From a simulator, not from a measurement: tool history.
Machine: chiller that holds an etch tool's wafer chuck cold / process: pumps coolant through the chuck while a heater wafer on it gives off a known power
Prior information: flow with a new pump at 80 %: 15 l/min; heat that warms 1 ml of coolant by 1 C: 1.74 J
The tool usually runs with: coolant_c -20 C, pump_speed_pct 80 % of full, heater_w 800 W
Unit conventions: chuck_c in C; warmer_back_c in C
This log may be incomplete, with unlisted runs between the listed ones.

run      day  coolant_c  pump_speed_pct  heater_w  chuck_c  warmer_back_c
  1        0        -20              80       800    -12.5           1.91
  2    2.642        -20              80       531      -15           1.24
  3     7.65        -20              80       531      -15           1.25
  4   12.838        -20              80       531      -15           1.23
  5   16.925        -20              80       531      -15           1.25
  6   20.679        -20              80       800    -12.2            1.9
  7   25.604        -20              80       800    -12.4           1.93
  8   28.629        -20              80       800    -12.2           1.92
  9    34.55        -20              80       800    -12.5           1.93
 10   37.662        -20              80       661    -13.8           1.57
 11   40.979        -20              80       661    -13.7           1.59
 12   43.542        -20              80       661    -13.5           1.61
 13   46.746        -16              80       800     -8.5           1.94
 14   51.867        -16              80       800     -8.4           1.95
 15   54.517        -16              80       800     -8.1           1.96
 16   57.333        -16              80       800     -8.4           1.93
 17   62.908        -20              96       800    -13.2           1.62
      63.512  -- coolant pump overhauled
 18    67.05        -28              73       527    -22.7           1.39
 19   70.896        -28              73       527    -22.6           1.44
      72.079  -- chiller's thermometer calibrated
 20   74.117        -20              80       588    -14.1           1.44
 21   77.983        -20              80       588    -13.9           1.45
 22   80.483        -20              80       588      -14           1.46
      84.417  -- coolant pump overhauled, once more
 23   86.462        -20              78       800    -12.4           1.88
 24   89.212        -20              70      1039     -8.7           2.72
 25   91.992        -20              70      1039     -9.2           2.72
 26   95.962        -30              68       464      -25           1.23
 27  101.542        -20              80       737    -12.8            1.7
 28  104.983        -25              80       737      -18           1.67
 29  109.267        -13              90       477     -8.7           0.99
 30  111.788        -13              90       477     -8.8           0.96
 31  117.425        -28              61       554    -21.4           1.66

Alternative continuations, all from the tool just after run 31; predict every row:
  A  122.312        -28              61       409        ?              ?
  B  122.312        -24              99       944        ?              ?
  C  122.312        -24              88       703        ?              ?

run  chuck_c  warmer_back_c
  A    -23.3           1.24
  B    -16.1           1.79
  C    -17.8           1.49
Had the tool no hidden state, the same runs would have come out as:
run  chuck_c  warmer_back_c
  A    -23.5           1.23
  B    -16.6           1.78
  C    -18.1           1.48
